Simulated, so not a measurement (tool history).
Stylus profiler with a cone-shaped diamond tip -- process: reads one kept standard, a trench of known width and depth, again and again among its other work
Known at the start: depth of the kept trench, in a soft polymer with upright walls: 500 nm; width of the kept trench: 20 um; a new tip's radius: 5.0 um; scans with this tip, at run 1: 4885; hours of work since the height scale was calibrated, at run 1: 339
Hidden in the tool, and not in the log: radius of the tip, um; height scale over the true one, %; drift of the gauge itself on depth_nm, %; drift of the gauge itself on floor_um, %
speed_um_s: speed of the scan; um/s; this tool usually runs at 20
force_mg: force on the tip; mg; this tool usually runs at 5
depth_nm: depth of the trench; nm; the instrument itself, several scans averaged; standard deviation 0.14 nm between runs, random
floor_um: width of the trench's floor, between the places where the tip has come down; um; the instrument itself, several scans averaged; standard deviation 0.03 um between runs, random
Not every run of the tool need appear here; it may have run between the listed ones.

run	hour	speed_um_s	force_mg	scans with this tip	hours of work since the height scale was calibrated	depth_nm	floor_um
1	0	20	5	4885	339	505.03	15.01
2	37.6	20	5	5197	361	505.05	15.02
3	55.7	20	1.93	5347	371	503.18	14.96
4	88.6	20	1.93	5620	390	503	14.89
5	124.6	20	5	5918	411	505.35	14.93
6	155.7	20	5	6177	429	505.28	14.9
7	186.1	20	2.6	6429	446	503.7	14.8
# hour 190.1: height scale calibrated on a step standard
8	218.3	20	3.23	6691	16	504.48	14.84
9	245.8	13	5.82	6919	32	506.3	14.79
10	265.5	13	5.82	7083	43	506.43	14.76
# hour 279.4: height scale calibrated on a step standard, once more
11	294.4	6	2.11	7318	9	502.43	14.71
12	323.6	6	2.11	7560	25	502.38	14.7
13	342	6	2.11	7712	36	502.15	14.74
14	358.8	35	5.26	7852	46	504.83	14.65
15	375.3	35	5.26	7989	55	504.72	14.7

Consider 3 possible next runs. They are alternatives, not a sequence: every one starts from the tool as it was left by run 15. What does each give?
A	398.7	5	1.75	8183	69	?	?
B	398.7	14	4.04	8183	69	?	?
C	398.7	48	5.26	8183	69	?	?

run	depth_nm	floor_um
A	502.57	14.69
B	504.01	14.68
C	504.62	14.63
Without the tool's unlogged condition, the same runs would have read:
run	depth_nm	floor_um
A	502.44	15.65
B	503.89	15.64
C	504.49	15.59
